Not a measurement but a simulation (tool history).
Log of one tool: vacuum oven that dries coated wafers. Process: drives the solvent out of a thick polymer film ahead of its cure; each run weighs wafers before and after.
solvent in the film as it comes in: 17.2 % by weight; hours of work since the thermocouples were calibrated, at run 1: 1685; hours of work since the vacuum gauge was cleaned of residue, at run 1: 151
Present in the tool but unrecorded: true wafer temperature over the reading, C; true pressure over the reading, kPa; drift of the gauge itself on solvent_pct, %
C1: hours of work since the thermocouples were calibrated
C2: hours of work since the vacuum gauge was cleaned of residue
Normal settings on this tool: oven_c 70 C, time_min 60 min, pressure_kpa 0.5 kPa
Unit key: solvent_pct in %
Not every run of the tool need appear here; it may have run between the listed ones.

run 1 hour=0 | oven_c=70 time_min=60 pressure_kpa=0.5 | C1=1685 C2=151 | solvent_pct=1.78
run 2 hour=29.4 | oven_c=70 time_min=60 pressure_kpa=0.5 | C1=1701 C2=166 | solvent_pct=1.66
run 3 hour=52.1 | oven_c=70 time_min=60 pressure_kpa=0.751 | C1=1712 C2=178 | solvent_pct=2.04
run 4 hour=78.6 | oven_c=70 time_min=60 pressure_kpa=0.751 | C1=1726 C2=192 | solvent_pct=1.98
-- hour=88.4 oven's thermocouples calibrated
run 5 hour=104.9 | oven_c=70 time_min=60 pressure_kpa=0.751 | C1=9 C2=204 | solvent_pct=1.98
run 6 hour=133.1 | oven_c=70 time_min=60 pressure_kpa=0.5 | C1=23 C2=219 | solvent_pct=1.8
run 7 hour=169.6 | oven_c=64 time_min=60 pressure_kpa=0.5 | C1=42 C2=238 | solvent_pct=3.17
run 8 hour=191.9 | oven_c=64 time_min=60 pressure_kpa=0.5 | C1=54 C2=250 | solvent_pct=3.28
run 9 hour=231.8 | oven_c=64 time_min=60 pressure_kpa=0.5 | C1=75 C2=271 | solvent_pct=3.17
run 10 hour=272.1 | oven_c=64 time_min=60 pressure_kpa=0.5 | C1=96 C2=292 | solvent_pct=3.28
run 11 hour=303.8 | oven_c=74 time_min=93 pressure_kpa=1.657 | C1=112 C2=308 | solvent_pct=1.95
run 12 hour=333.7 | oven_c=69 time_min=69 pressure_kpa=0.5 | C1=128 C2=324 | solvent_pct=1.6

Branching from run 12: 3 alternative next runs. What would each branch give?
run A hour=359.8 | oven_c=69 time_min=48 pressure_kpa=0.501 | C1=142 C2=337 | solvent_pct=?
run B hour=359.8 | oven_c=77 time_min=52 pressure_kpa=0.296 | C1=142 C2=337 | solvent_pct=?
run C hour=359.8 | oven_c=76 time_min=41 pressure_kpa=1.872 | C1=142 C2=337 | solvent_pct=?

run=A solvent_pct=2.77
run=B solvent_pct=0.83
run=C solvent_pct=2.99
With no hidden state in the tool, these same runs would have given:
run=A solvent_pct=2.76
run=B solvent_pct=0.83
run=C solvent_pct=2.99

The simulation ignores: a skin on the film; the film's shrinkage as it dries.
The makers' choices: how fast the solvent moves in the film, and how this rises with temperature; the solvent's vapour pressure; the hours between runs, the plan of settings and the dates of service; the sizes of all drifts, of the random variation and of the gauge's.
